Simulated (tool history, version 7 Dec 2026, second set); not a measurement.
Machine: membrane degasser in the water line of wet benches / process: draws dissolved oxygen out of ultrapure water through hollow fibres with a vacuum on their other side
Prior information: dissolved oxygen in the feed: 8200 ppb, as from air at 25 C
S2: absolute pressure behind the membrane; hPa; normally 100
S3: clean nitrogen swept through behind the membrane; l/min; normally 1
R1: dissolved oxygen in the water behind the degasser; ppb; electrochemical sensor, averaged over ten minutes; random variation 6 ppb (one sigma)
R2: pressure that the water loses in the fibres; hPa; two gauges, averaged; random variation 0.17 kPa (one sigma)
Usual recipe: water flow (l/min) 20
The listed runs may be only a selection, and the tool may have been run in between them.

Run 1, hour 0: usual settings. Result: R1 613.6 ppb, R2 268.3 hPa.
Run 2, hour 123.7: usual settings. Result: R1 618.3 ppb, R2 269.8 hPa.
Run 3, hour 265.1: usual settings. Result: R1 621.9 ppb, R2 269.5 hPa.
Run 4, hour 408.2: usual settings. Result: R1 613.9 ppb, R2 270 hPa.
Run 5, hour 549.2: usual settings. Result: R1 630.2 ppb, R2 269.6 hPa.
At hour 687.3: vacuum gauge calibrated.
Run 6, hour 694: usual settings. Result: R1 626.2 ppb, R2 269.2 hPa.
Run 7, hour 784.3: usual settings. Result: R1 628 ppb, R2 267.4 hPa.
Run 8, hour 938.2: usual settings but S2 97 hPa. Result: R1 619.9 ppb, R2 270.4 hPa.
Run 9, hour 1103.5: usual settings but water flow (l/min) 22. Result: R1 750.2 ppb, R2 299.6 hPa.
Run 10, hour 1170.9: usual settings but water flow (l/min) 13. Result: R1 297 ppb, R2 174.8 hPa.
Run 11, hour 1256: usual settings but water flow (l/min) 13. Result: R1 300.2 ppb, R2 175.3 hPa.
Run 12, hour 1380.7: usual settings. Result: R1 648.6 ppb, R2 271.2 hPa.
At hour 1478.8: vacuum gauge calibrated, once more.
Run 13, hour 1481: usual settings but water flow (l/min) 24, S2 231 hPa. Result: R1 1415.3 ppb, R2 324.9 hPa.
Run 14, hour 1569.9: usual settings but water flow (l/min) 24, S2 231 hPa. Result: R1 1430.3 ppb, R2 325.9 hPa.
Run 15, hour 1698.7: usual settings but water flow (l/min) 16, S3 0.56 l/min. Result: R1 571.8 ppb, R2 215.1 hPa.
Run 16, hour 1802.2: usual settings but water flow (l/min) 13. Result: R1 294.7 ppb, R2 177 hPa.
Run 17, hour 1896.6: usual settings but water flow (l/min) 13. Result: R1 292.3 ppb, R2 178.2 hPa.
Run 18, hour 1976.4: usual settings but water flow (l/min) 25, S2 177 hPa, S3 0.67 l/min. Result: R1 1489.7 ppb, R2 338.9 hPa.
Run 19, hour 2138.8: usual settings but water flow (l/min) 19, S3 0.52 l/min. Result: R1 753.7 ppb, R2 256.5 hPa.
Run 20, hour 2254.2: usual settings but water flow (l/min) 14, S2 114 hPa, S3 0.73 l/min. Result: R1 458.5 ppb, R2 190.1 hPa.
Run 21, hour 2374.8: usual settings but water flow (l/min) 14, S2 191 hPa, S3 2.5 l/min. Result: R1 333.2 ppb, R2 189.1 hPa.
Run 22, hour 2510.2: usual settings but water flow (l/min) 14, S2 191 hPa, S3 2.5 l/min. Result: R1 329.1 ppb, R2 190.8 hPa.
Run 23, hour 2577.5: usual settings but S3 2.11 l/min. Result: R1 492.3 ppb, R2 271.8 hPa.

Hidden state or all else? Some run-to-run changes of R1, split into what the settings, what came in and random variation would give without the hidden state, and what is left for the hidden state (with any gauge scatter that isn't in both results):
Hidden conditions of the tool in this case: membrane still open, %; true pressure behind the membrane over the reading, kPa; air that leaks in behind the membrane, l/min; drift of the gauge itself on oxygen_ppb, %; drift of the gauge itself on loss_of_pressure_kpa, %.
Run 9 -> 10: water flow (l/min) 22 -> 13. R1 -453.2 ppb: hidden state -21.6, all else -431.6.
Run 14 -> 15: water flow (l/min) 24 -> 16, S2 231 -> 100, S3 1 -> 0.56. R1 -858.5 ppb: hidden state -18.8, all else -839.7.
Run 17 -> 18: water flow (l/min) 13 -> 25, S2 100 -> 177, S3 1 -> 0.67. R1 +1197.4 ppb: hidden state +26.5, all else +1170.9.
